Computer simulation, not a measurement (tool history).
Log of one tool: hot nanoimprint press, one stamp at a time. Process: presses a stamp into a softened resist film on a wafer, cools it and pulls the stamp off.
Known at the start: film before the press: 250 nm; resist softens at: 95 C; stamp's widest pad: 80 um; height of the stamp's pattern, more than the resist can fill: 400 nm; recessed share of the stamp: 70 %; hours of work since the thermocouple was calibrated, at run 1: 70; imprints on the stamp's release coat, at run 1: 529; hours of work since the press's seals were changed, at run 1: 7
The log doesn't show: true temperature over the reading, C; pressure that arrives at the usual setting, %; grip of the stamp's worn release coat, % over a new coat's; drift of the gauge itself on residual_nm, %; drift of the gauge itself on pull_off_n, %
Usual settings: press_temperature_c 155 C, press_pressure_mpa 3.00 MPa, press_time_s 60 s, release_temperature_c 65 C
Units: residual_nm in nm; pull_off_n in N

run   hour  press_temperature_c  press_pressure_mpa  press_time_s  release_temperature_c  hours of work since the thermocouple was calibrated  imprints on the stamp's release coat  hours of work since the press's seals were changed  residual_nm  pull_off_n
  1    0.0                  155                3.00            60                     65                                                   70                                   529                                                   7         94.1         198
  2   10.5                  155                3.00            60                     65                                                   75                                   548                                                  12         94.4         198
  3   15.1                  155                3.00            60                     66                                                   77                                   556                                                  15         94.0         195
  4   21.4                  150                3.00            60                     65                                                   80                                   568                                                  17        115.3         201
  5   27.8                  150                3.00            60                     65                                                   83                                   579                                                  20        114.3         197
  6   38.1                  155                1.85            60                     65                                                   88                                   598                                                  25        116.7         202
  7   46.7                  155                1.85            60                     65                                                   92                                   613                                                  29        116.9         199
  8   54.2                  155                3.00            60                     53                                                   95                                   627                                                  33         93.9         257
  9   64.0                  155                3.00            60                     53                                                  100                                   644                                                  37         93.4         265
 10   68.5                  155                3.00            60                     53                                                  102                                   652                                                  40         93.7         263
 11   73.9                  155                3.00            60                     53                                                  105                                   662                                                  42         93.4         268
 12   78.3                  155                3.00            60                     53                                                  107                                   670                                                  44         93.4         265
 13   89.3                  155                3.00            60                     73                                                  112                                   690                                                  49         92.9         152
      97.4  -- stamp cleaned and given a new release coat
 14  104.3                  155                3.00            60                     65                                                  116                                    13                                                  54         92.9         198
 15  113.4                  155                3.00            60                     65                                                  120                                    29                                                  58         93.4         196
 16  119.3                  164                3.60            60                     65                                                  123                                    40                                                  61         60.1         198
 17  128.3                  164                3.60            60                     65                                                  127                                    56                                                  65         60.4         199
 18  137.8                  164                3.60            60                     65                                                  132                                    73                                                  69         59.6         197
 19  143.8                  164                3.60            60                     65                                                  135                                    84                                                  72         60.0         202
 20  149.6                  155                3.00            37                     65                                                  137                                    94                                                  75        112.0         196
 21  158.3                  165                2.11            30                     54                                                  141                                   110                                                  79        100.3         262
 22  168.4                  162                2.53            56                     52                                                  146                                   128                                                  84         79.2         275
 23  179.3                  162                2.53            39                     59                                                  151                                   147                                                  89         92.3         232
 24  190.0                  162                3.00            36                     65                                                  156                                   167                                                  94         87.0         197
 25  200.9                  162                3.00            36                     65                                                  161                                   186                                                  99         87.3         197
 26  210.7                  162                3.00            79                     62                                                  166                                   204                                                 104         62.6         213
 27  215.6                  155                3.00           117                     73                                                  168                                   213                                                 106         69.6         153
 28  220.4                  155                3.00           117                     54                                                  171                                   221                                                 108         69.7         260
 29  226.4                  155                3.00           114                     67                                                  173                                   232                                                 111         70.4         189
 30  231.0                  156                2.92           114                     67                                                  176                                   240                                                 113         68.0         191

Hidden state or all else? Some run-to-run changes of residual_nm, split into what the settings, what came in and random variation would give without the hidden state, and what is left for the hidden state (with any gauge scatter that isn't in both results):
Run 15 -> 16: press_temperature_c 155 -> 164, press_pressure_mpa 3.00 -> 3.60. residual_nm -33.3 nm: hidden state +0.4, all else -33.7.
Run 19 -> 20: press_temperature_c 164 -> 155, press_pressure_mpa 3.60 -> 3.00, press_time_s 60 -> 37. residual_nm +52.0 nm: hidden state -0.8, all else +52.8.
Run 25 -> 26: press_time_s 36 -> 79, release_temperature_c 65 -> 62. residual_nm -24.7 nm: hidden state +0.3, all else -25.0.
